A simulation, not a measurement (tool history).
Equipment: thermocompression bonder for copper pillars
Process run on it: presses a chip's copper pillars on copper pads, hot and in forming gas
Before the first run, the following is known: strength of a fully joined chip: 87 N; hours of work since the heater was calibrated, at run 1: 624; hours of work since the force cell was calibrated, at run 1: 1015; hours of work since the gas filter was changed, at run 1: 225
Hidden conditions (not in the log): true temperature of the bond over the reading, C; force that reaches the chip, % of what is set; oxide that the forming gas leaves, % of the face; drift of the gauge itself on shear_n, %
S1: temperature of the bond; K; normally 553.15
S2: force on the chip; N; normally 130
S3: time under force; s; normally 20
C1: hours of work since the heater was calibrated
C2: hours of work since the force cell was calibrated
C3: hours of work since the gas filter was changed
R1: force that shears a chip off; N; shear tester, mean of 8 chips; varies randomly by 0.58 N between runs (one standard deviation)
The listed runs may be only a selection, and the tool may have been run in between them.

run,hour,S1,S2,S3,C1,C2,C3,R1
1,0,553.15,130,20,624,1015,225,31.3
2,49.9,553.15,130,20,648,1039,250,33.1
3,75.4,553.15,130,20,661,1052,262,31.8
# hour 103.6: heater calibrated with a thermocouple chip
4,114.4,553.15,130,20,5,1070,280,34.6
5,137,553.15,130,20,16,1081,291,34.3
6,178,553.15,130,20,37,1101,312,33.1
7,226.5,553.15,130,20,60,1125,335,33.7
8,267.6,553.15,130,20,80,1145,356,33.8
9,295.1,553.15,130,29,94,1158,369,38.8
10,331.7,528.15,130,20,112,1176,387,23.4
11,371.1,528.15,130,20,131,1196,406,23.4
12,422.5,553.15,130,20,156,1221,432,34.9
13,465.5,534.15,130,20,178,1242,453,25.1
14,492.3,581.15,130,20,191,1255,466,46.5
# hour 510.8: forming gas filter changed
15,527.1,581.15,130,20,208,1272,8,47.8
16,562.7,581.15,130,20,225,1289,25,47.5
17,602.2,546.15,95,12,244,1309,45,21.1
18,636.7,532.15,101,44,261,1326,62,30.2
19,675.7,532.15,101,44,280,1345,81,31
20,709.4,532.15,113,44,297,1361,97,31.4
21,741.5,546.15,85,25,313,1377,113,26.9
22,776.7,538.15,97,27,330,1394,130,26.8
23,822.7,545.15,158,27,353,1417,153,36.9
24,850.8,545.15,158,27,366,1431,167,36.3

5 options for the next run, each taken on its own from the tool as it stands now. Forecast them:
A,890.4,545.15,88,45,386,1450,186,?
B,890.4,569.15,86,20,386,1450,186,?
C,890.4,568.15,158,27,386,1450,186,?
D,890.4,537.15,158,27,386,1450,186,?
E,890.4,560.15,187,19,386,1450,186,?

run,R1
A,32.4
B,32.7
C,49.3
D,32
E,41.7
Take away the tool's hidden state, keep each run's random variation, and the runs would have read:
run,R1
A,34.8
B,35
C,52.1
D,34.4
E,44.4

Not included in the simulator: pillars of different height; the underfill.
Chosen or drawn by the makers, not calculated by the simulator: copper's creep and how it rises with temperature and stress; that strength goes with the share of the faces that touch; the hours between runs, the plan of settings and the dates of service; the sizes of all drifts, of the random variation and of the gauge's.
